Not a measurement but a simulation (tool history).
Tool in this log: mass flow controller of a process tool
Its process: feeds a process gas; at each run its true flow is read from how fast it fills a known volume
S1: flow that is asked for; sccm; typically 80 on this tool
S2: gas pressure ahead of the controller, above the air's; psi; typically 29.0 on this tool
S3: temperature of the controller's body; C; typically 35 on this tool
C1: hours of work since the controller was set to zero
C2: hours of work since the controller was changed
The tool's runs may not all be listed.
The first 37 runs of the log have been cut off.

run 38 hour=2937.3 | S1=80 S2=31.0 S3=28 | C1=782 C2=2847 | true_flow_(%)=98.58
run 39 hour=3050.5 | S1=54 S2=32.3 S3=35 | C1=849 C2=2914 | true_flow_(%)=97.16
run 40 hour=3098.0 | S1=54 S2=32.3 S3=35 | C1=877 C2=2942 | true_flow_(%)=97.18
run 41 hour=3169.0 | S1=80 S2=24.4 S3=35 | C1=920 C2=2985 | true_flow_(%)=97.69
run 42 hour=3217.7 | S1=80 S2=24.4 S3=35 | C1=949 C2=3014 | true_flow_(%)=97.81
run 43 hour=3280.5 | S1=29 S2=25.7 S3=36 | C1=986 C2=3051 | true_flow_(%)=96.23
run 44 hour=3383.8 | S1=51 S2=25.7 S3=36 | C1=1048 C2=3113 | true_flow_(%)=96.95
run 45 hour=3463.5 | S1=75 S2=25.7 S3=25 | C1=1095 C2=3160 | true_flow_(%)=98.57
run 46 hour=3529.7 | S1=75 S2=25.7 S3=25 | C1=1135 C2=3200 | true_flow_(%)=98.74
run 47 hour=3604.6 | S1=38 S2=36.1 S3=35 | C1=1179 C2=3244 | true_flow_(%)=96.65

Each row is a separate what-if for the run after 47, all from the same tool condition, not one after another. Results?
run A hour=3669.2 | S1=80 S2=27.7 S3=35 | C1=1218 C2=3283 | true_flow_(%)=?
run B hour=3669.2 | S1=38 S2=37.7 S3=25 | C1=1218 C2=3283 | true_flow_(%)=?
run C hour=3669.2 | S1=80 S2=29.3 S3=23 | C1=1218 C2=3283 | true_flow_(%)=?

run=A true_flow_(%)=97.63
run=B true_flow_(%)=97.71
run=C true_flow_(%)=98.89
Stripped of hidden state, with their random variation kept, the same runs would have yielded:
run=A true_flow_(%)=98.40
run=B true_flow_(%)=98.70
run=C true_flow_(%)=99.66
